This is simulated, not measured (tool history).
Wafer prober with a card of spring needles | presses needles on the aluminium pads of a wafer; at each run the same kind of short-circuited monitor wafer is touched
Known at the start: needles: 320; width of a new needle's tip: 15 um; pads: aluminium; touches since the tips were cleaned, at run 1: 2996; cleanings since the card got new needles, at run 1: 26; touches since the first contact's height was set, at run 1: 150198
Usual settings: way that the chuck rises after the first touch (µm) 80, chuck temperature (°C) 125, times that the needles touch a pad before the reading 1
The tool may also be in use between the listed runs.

run    hour  way that the chuck rises after the first touch (µm)  chuck temperature (°C)  times that the needles touch a pad before the reading  touches since the tips were cleaned  cleanings since the card got new needles  touches since the first contact's height was set  resistance of one needle with its contact and lead (mohm)  way that a needle slides on the pad (µm)
  1     0.0                                                   80                     125                                                      1                                 2996                                        26                                            150198                                                        319                                     17.56
       12.5  -- tips cleaned on abrasive film
  2    24.6                                                   80                     125                                                      1                                 2326                                        27                                            154885                                                        341                                     17.38
       40.4  -- tips cleaned on abrasive film
  3    48.7                                                   80                     125                                                      2                                 1570                                        28                                            159453                                                        304                                     17.46
       58.1  -- height of the first contact set anew
       71.4  -- tips cleaned on abrasive film
  4    92.7                                                   80                     125                                                      2                                 4077                                        29                                              6597                                                        311                                     17.84
      100.7  -- tips cleaned on abrasive film
      128.0  -- tips cleaned on abrasive film
  5   129.7                                                   92                     125                                                      1                                  327                                        31                                             13611                                                        302                                     20.45
      155.8  -- tips cleaned on abrasive film
  6   155.8                                                   80                     125                                                      1                                    0                                        32                                             18578                                                        299                                     17.80
      184.2  -- tips cleaned on abrasive film
  7   200.5                                                   80                     125                                                      1                                 3121                                        33                                             27105                                                        325                                     17.86
      211.3  -- tips cleaned on abrasive film
      242.4  -- tips cleaned on abrasive film
  8   246.9                                                   80                     125                                                      1                                  864                                        35                                             35926                                                        310                                     17.74
      267.4  -- tips cleaned on abrasive film, once more
  9   279.8                                                   80                     125                                                      1                                 2366                                        36                                             42192                                                        321                                     17.76
      294.6  -- tips cleaned on abrasive film
 10   319.2                                                   80                     125                                                      1                                 4705                                        37                                             49694                                                        323                                     17.84
      322.9  -- tips cleaned on abrasive film
      351.9  -- tips cleaned on abrasive film
 11   372.1                                                   80                     125                                                      1                                 3858                                        39                                             59764                                                        324                                     17.75
      380.0  -- tips cleaned on abrasive film
 12   404.0                                                   80                     125                                                      1                                 4583                                        40                                             65832                                                        326                                     17.74
      408.7  -- tips cleaned on abrasive film
 13   434.7                                                   80                      71                                                      1                                 4974                                        41                                             71674                                                        315                                     17.63
      437.1  -- tips cleaned on abrasive film
      464.5  -- tips cleaned on abrasive film
 14   464.5                                                   80                      71                                                      1                                    0                                        43                                             77331                                                        285                                     17.66
      494.2  -- tips cleaned on abrasive film
 15   507.3                                                   80                      71                                                      1                                 2505                                        44                                             85479                                                        303                                     17.66
      523.1  -- tips cleaned on abrasive film
 16   532.6                                                   80                      71                                                      1                                 1812                                        45                                             90293                                                        302                                     17.66
      550.1  -- tips cleaned on abrasive film
 17   573.2                                                   80                      71                                                      1                                 4408                                        46                                             98023                                                        316                                     17.63
      577.5  -- tips cleaned on abrasive film
      608.0  -- tips cleaned on abrasive film
 18   613.6                                                   71                      59                                                      3                                 1060                                        48                                            105702                                                        284                                     15.55
      637.0  -- tips cleaned on abrasive film
      664.1  -- tips cleaned on abrasive film
 19   664.1                                                   71                      59                                                      3                                    0                                        50                                            115303                                                        285                                     15.61
      691.5  -- tips cleaned on abrasive film
 20   715.5                                                   71                      59                                                      3                                 4582                                        51                                            125106                                                        301                                     15.57
      719.2  -- tips cleaned on abrasive film
      746.6  -- tips cleaned on abrasive film
 21   752.9                                                   86                      42                                                      3                                 1208                                        53                                            132212                                                        280                                     18.81
      776.9  -- tips cleaned on abrasive film
 22   781.6                                                   97                     125                                                      1                                  897                                        54                                            137663                                                        302                                     21.43
      806.9  -- tips cleaned on abrasive film
 23   820.3                                                   90                     122                                                      1                                 2557                                        55                                            145042                                                        310                                     19.83
      835.3  -- tips cleaned on abrasive film
 24   841.9                                                   90                     109                                                      1                                 1259                                        56                                            149144                                                        301                                     19.67
      865.6  -- tips cleaned on abrasive film
 25   866.6                                                   90                     109                                                      1                                  200                                        57                                            153855                                                        299                                     19.85
      894.7  -- tips cleaned on abrasive film
 26   901.6                                                   90                     109                                                      1                                 1321                                        58                                            160514                                                        307                                     19.73
      905.1  -- height of the first contact set anew
      921.5  -- tips cleaned on abrasive film
      948.2  -- tips cleaned on abrasive film
 27   948.2                                                   69                     125                                                      1                                    0                                        60                                              8195                                                        301                                     15.43
      975.2  -- tips cleaned on abrasive film
 28   983.7                                                   80                      49                                                      1                                 1628                                        61                                             14960                                                        290                                     17.95
     1003.3  -- tips cleaned on abrasive film
     1030.4  -- tips cleaned on abrasive film
 29  1032.8                                                   93                      73                                                      1                                  462                                        63                                             24308                                                        281                                     20.66
     1057.2  -- tips cleaned on abrasive film
 30  1057.2                                                   80                      87                                                      2                                    0                                        64                                             28945                                                        288                                     17.86
     1085.2  -- tips cleaned on abrasive film
 31  1087.9                                                   80                      90                                                      2                                  520                                        65                                             34782                                                        291                                     17.80

Some steps in resistance of one needle with its contact and lead (mohm) between neighbouring runs. How much of each would the tool show without its hidden state too (settings, what came in, random variation), and how much is left for the hidden state, with any gauge scatter that isn't in both results?
The hidden state here: debris on the tips, nm; way that the needles fall short of the set height, um; tips' diameter, um; drift of the gauge itself on contact_mohm, %; drift of the gauge itself on scrub_um, %.
Run 2 -> 3: times that the needles touch a pad before the reading 1 -> 2, tips cleaned on abrasive film. resistance of one needle with its contact and lead (mohm) -37: hidden state -37, all else +0.
Run 13 -> 14: tips cleaned on abrasive film, tips cleaned on abrasive film. resistance of one needle with its contact and lead (mohm) -30: hidden state -30, all else +0.
Run 17 -> 18: way that the chuck rises after the first touch (µm) 80 -> 71, chuck temperature (°C) 71 -> 59, times that the needles touch a pad before the reading 1 -> 3, tips cleaned on abrasive film, tips cleaned on abrasive film. resistance of one needle with its contact and lead (mohm) -32: hidden state -25, all else -7.
